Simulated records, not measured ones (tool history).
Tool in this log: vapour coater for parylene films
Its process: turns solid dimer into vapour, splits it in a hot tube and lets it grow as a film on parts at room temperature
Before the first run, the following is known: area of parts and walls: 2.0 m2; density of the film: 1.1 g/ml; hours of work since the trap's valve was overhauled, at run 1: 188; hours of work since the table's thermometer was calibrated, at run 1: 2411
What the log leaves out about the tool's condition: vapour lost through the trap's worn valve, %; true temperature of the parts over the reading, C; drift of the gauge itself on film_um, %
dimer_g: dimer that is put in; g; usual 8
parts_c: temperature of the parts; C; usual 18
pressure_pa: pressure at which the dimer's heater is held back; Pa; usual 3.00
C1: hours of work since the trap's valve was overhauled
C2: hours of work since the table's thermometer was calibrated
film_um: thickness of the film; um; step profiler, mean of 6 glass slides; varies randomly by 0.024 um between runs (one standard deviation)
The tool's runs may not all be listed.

Run 1, hour 0.0: usual settings; C1 188; C2 2411. Result: film_um 2.80 um.
At hour 40.3: table's thermometer calibrated.
Run 2, hour 43.1: usual settings but dimer_g 3 g; C1 224; C2 2. Result: film_um 1.00 um.
Run 3, hour 75.6: usual settings but dimer_g 3 g, pressure_pa 4.89 Pa; C1 251; C2 30. Result: film_um 0.92 um.
Run 4, hour 132.2: usual settings but dimer_g 3 g, pressure_pa 4.89 Pa; C1 299; C2 78. Result: film_um 0.84 um.
At hour 157.3: trap's valve overhauled.
Run 5, hour 184.7: usual settings but dimer_g 3 g, pressure_pa 4.89 Pa; C1 23; C2 119. Result: film_um 0.97 um.
Run 6, hour 220.4: usual settings but dimer_g 3 g, pressure_pa 4.89 Pa; C1 53; C2 149. Result: film_um 0.97 um.
Run 7, hour 286.6: usual settings but dimer_g 3 g, pressure_pa 4.89 Pa; C1 109; C2 205. Result: film_um 0.95 um.
Run 8, hour 336.5: usual settings but parts_c 15 C; C1 152; C2 247. Result: film_um 2.92 um.
Run 9, hour 367.2: usual settings but parts_c 15 C, pressure_pa 7.09 Pa; C1 178; C2 273. Result: film_um 2.43 um.
Run 10, hour 398.4: usual settings but dimer_g 3 g, parts_c 16 C; C1 204; C2 300. Result: film_um 1.04 um.
Run 11, hour 436.0: usual settings but dimer_g 3 g, parts_c 16 C; C1 236; C2 332. Result: film_um 1.06 um.
Run 12, hour 485.5: usual settings but dimer_g 3 g, parts_c 16 C; C1 278; C2 373. Result: film_um 1.05 um.
At hour 538.2: trap's valve overhauled.
Run 13, hour 559.5: usual settings but dimer_g 5 g, parts_c 12 C; C1 18; C2 433. Result: film_um 2.02 um.
Run 14, hour 605.1: usual settings but dimer_g 5 g, parts_c 19 C; C1 57; C2 471. Result: film_um 1.72 um.

For some of the steps in film_um from one run to the next: how much would appear even if the tool had no hidden state, given the settings, what came in and random variation, and how much remains for the hidden state plus any gauge scatter that the measured result and the result without hidden state don't share?
Run 7 -> 8: dimer_g 3 -> 8, parts_c 18 -> 15, pressure_pa 4.89 -> 3.00. film_um +1.97 um: hidden state -0.10, all else +2.07.
